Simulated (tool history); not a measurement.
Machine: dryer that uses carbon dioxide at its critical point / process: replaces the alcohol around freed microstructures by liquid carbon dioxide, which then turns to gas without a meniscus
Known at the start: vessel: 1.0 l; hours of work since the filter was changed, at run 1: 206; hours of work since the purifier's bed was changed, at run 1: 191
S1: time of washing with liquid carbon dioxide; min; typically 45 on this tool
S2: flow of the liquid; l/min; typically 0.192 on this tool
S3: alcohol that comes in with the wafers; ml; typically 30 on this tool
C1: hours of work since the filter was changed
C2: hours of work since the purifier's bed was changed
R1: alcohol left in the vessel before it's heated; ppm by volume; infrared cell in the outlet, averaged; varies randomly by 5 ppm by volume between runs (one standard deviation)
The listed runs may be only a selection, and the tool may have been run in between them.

run   hour  S1     S2  S3   C1   C2   R1
  1    0.0  45  0.192  30  206  191  114
  2    4.7  45  0.192  30  209  194  101
  3    9.0  45  0.192  40  211  196  123
  4   15.4  45  0.192  40  215  200  125
  5   21.9  45  0.192  81  218  203  171
  6   29.2  45  0.192  81  222  207  180
  7   33.3  67  0.192  81  225  210   75
  8   39.3  67  0.143  81  228  213  123
  9   47.9  45  0.192  30  233  218  111
 10   56.1  45  0.192  30  237  222  120
 11   63.2  45  0.192  43  241  226  137
 12   67.2  65  0.319  37  243  229   77
 13   75.2  45  0.151  82  248  233  502
 14   83.9  42  0.151  32  253  238  314
 15   87.6  45  0.192  30  255  240  124
 16   93.4  28  0.173  22  258  243  628
 17  100.7  45  0.162  30  262  247  190
 18  108.7  45  0.247  30  266  252   99
 19  114.0  68  0.193  91  269  255   98
 20  123.2  45  0.192  68  274  260  192
 21  128.9  53  0.192  55  278  263  119

Branching from run 21: 4 alternative next runs. What would each branch give?
  A  137.7  39  0.273   36  283  268   ?
  B  137.7  45  0.274   31  283  268   ?
  C  137.7  32  0.192   55  283  268   ?
  D  137.7  42  0.192  104  283  268   ?

run   R1
  A  107
  B   98
  C  620
  D  332
Without the tool's hidden state the same runs would have given:
run   R1
  A   12
  B    6
  C  349
  D  143
